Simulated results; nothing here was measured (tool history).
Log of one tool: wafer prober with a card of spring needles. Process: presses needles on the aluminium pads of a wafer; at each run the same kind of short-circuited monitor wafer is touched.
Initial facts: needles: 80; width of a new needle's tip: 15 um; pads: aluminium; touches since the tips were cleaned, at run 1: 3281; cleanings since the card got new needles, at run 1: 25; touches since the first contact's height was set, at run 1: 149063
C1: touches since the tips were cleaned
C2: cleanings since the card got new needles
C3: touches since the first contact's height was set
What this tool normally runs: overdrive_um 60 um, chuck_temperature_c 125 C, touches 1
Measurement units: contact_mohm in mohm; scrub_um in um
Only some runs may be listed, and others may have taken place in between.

run 1 hour=0 | overdrive_um=60 chuck_temperature_c=125 touches=1 | C1=3281 C2=25 C3=149063 | contact_mohm=324 scrub_um=11.82
-- hour=5.4 tips cleaned on abrasive film
run 2 hour=8.2 | overdrive_um=60 chuck_temperature_c=125 touches=1 | C1=864 C2=26 C3=151539 | contact_mohm=275 scrub_um=11.93
run 3 hour=19.4 | overdrive_um=60 chuck_temperature_c=31 touches=1 | C1=4274 C2=26 C3=154949 | contact_mohm=351 scrub_um=11.75
-- hour=22.1 tips cleaned on abrasive film
-- hour=26.7 height of the first contact set anew
run 4 hour=29.2 | overdrive_um=60 chuck_temperature_c=43 touches=1 | C1=2085 C2=27 C3=784 | contact_mohm=298 scrub_um=12.12
run 5 hour=37.3 | overdrive_um=60 chuck_temperature_c=43 touches=1 | C1=4554 C2=27 C3=3253 | contact_mohm=337 scrub_um=12.17
-- hour=38.6 tips cleaned on abrasive film
run 6 hour=44.7 | overdrive_um=60 chuck_temperature_c=43 touches=1 | C1=1865 C2=28 C3=5473 | contact_mohm=295 scrub_um=12.13
run 7 hour=53.1 | overdrive_um=60 chuck_temperature_c=43 touches=1 | C1=4413 C2=28 C3=8021 | contact_mohm=341 scrub_um=12.12
-- hour=55 tips cleaned on abrasive film
run 8 hour=65.9 | overdrive_um=60 chuck_temperature_c=43 touches=1 | C1=3310 C2=29 C3=11895 | contact_mohm=319 scrub_um=12.08
-- hour=71.5 tips cleaned on abrasive film
run 9 hour=76.3 | overdrive_um=43 chuck_temperature_c=43 touches=1 | C1=1460 C2=30 C3=15044 | contact_mohm=348 scrub_um=8.73
run 10 hour=87.1 | overdrive_um=43 chuck_temperature_c=43 touches=1 | C1=4740 C2=30 C3=18324 | contact_mohm=469 scrub_um=8.65
-- hour=88.2 tips cleaned on abrasive film
run 11 hour=96.1 | overdrive_um=43 chuck_temperature_c=43 touches=1 | C1=2410 C2=31 C3=21045 | contact_mohm=388 scrub_um=8.65
-- hour=104.3 tips cleaned on abrasive film
run 12 hour=108.5 | overdrive_um=61 chuck_temperature_c=125 touches=1 | C1=1280 C2=32 C3=24798 | contact_mohm=284 scrub_um=12.35
run 13 hour=120.1 | overdrive_um=49 chuck_temperature_c=125 touches=1 | C1=4808 C2=32 C3=28326 | contact_mohm=409 scrub_um=9.88
-- hour=121.2 tips cleaned on abrasive film
run 14 hour=134.1 | overdrive_um=49 chuck_temperature_c=125 touches=1 | C1=3938 C2=33 C3=32575 | contact_mohm=392 scrub_um=9.84
-- hour=137.7 tips cleaned on abrasive film
run 15 hour=141 | overdrive_um=60 chuck_temperature_c=63 touches=1 | C1=1000 C2=34 C3=34646 | contact_mohm=269 scrub_um=12.18
run 16 hour=151.1 | overdrive_um=60 chuck_temperature_c=63 touches=1 | C1=4080 C2=34 C3=37726 | contact_mohm=345 scrub_um=12.13
-- hour=153.7 tips cleaned on abrasive film
run 17 hour=160 | overdrive_um=53 chuck_temperature_c=87 touches=3 | C1=1939 C2=35 C3=40411 | contact_mohm=261 scrub_um=10.64
-- hour=169.7 tips cleaned on abrasive film
run 18 hour=172.7 | overdrive_um=53 chuck_temperature_c=87 touches=3 | C1=924 C2=36 C3=44252 | contact_mohm=242 scrub_um=10.53
run 19 hour=184.5 | overdrive_um=71 chuck_temperature_c=117 touches=2 | C1=4492 C2=36 C3=47820 | contact_mohm=277 scrub_um=14.31
-- hour=185.7 tips cleaned on abrasive film
run 20 hour=195.6 | overdrive_um=71 chuck_temperature_c=117 touches=2 | C1=3038 C2=37 C3=51195 | contact_mohm=267 scrub_um=14.24
-- hour=201.8 tips cleaned on abrasive film
run 21 hour=206 | overdrive_um=73 chuck_temperature_c=82 touches=2 | C1=1285 C2=38 C3=54327 | contact_mohm=242 scrub_um=14.66
run 22 hour=213.1 | overdrive_um=67 chuck_temperature_c=85 touches=1 | C1=3439 C2=38 C3=56481 | contact_mohm=309 scrub_um=13.41
-- hour=217.8 tips cleaned on abrasive film
run 23 hour=227.2 | overdrive_um=60 chuck_temperature_c=125 touches=2 | C1=2862 C2=39 C3=60750 | contact_mohm=283 scrub_um=11.87
-- hour=233.9 tips cleaned on abrasive film
run 24 hour=240.6 | overdrive_um=60 chuck_temperature_c=125 touches=2 | C1=2024 C2=40 C3=64799 | contact_mohm=277 scrub_um=11.89
-- hour=250.5 tips cleaned on abrasive film
run 25 hour=254 | overdrive_um=60 chuck_temperature_c=125 touches=2 | C1=1064 C2=41 C3=68873 | contact_mohm=262 scrub_um=11.92
run 26 hour=261.7 | overdrive_um=66 chuck_temperature_c=125 touches=1 | C1=3408 C2=41 C3=71217 | contact_mohm=320 scrub_um=13.21
-- hour=267.4 tips cleaned on abrasive film
run 27 hour=274.4 | overdrive_um=66 chuck_temperature_c=125 touches=1 | C1=2143 C2=42 C3=75066 | contact_mohm=297 scrub_um=13.26
run 28 hour=281.5 | overdrive_um=66 chuck_temperature_c=125 touches=1 | C1=4285 C2=42 C3=77208 | contact_mohm=331 scrub_um=13.26

Run 29 is up next; what results do you expect?
-- hour=283.4 tips cleaned on abrasive film
run 29 hour=294.7 | overdrive_um=66 chuck_temperature_c=125 touches=1 | C1=3422 C2=43 C3=81202 | contact_mohm=? scrub_um=?

Run 29 measured contact_mohm 318 mohm, scrub_um 13.13 um.
Minus the tool's unlogged condition, the same run would have read contact_mohm 226 mohm, scrub_um 13.34 um.
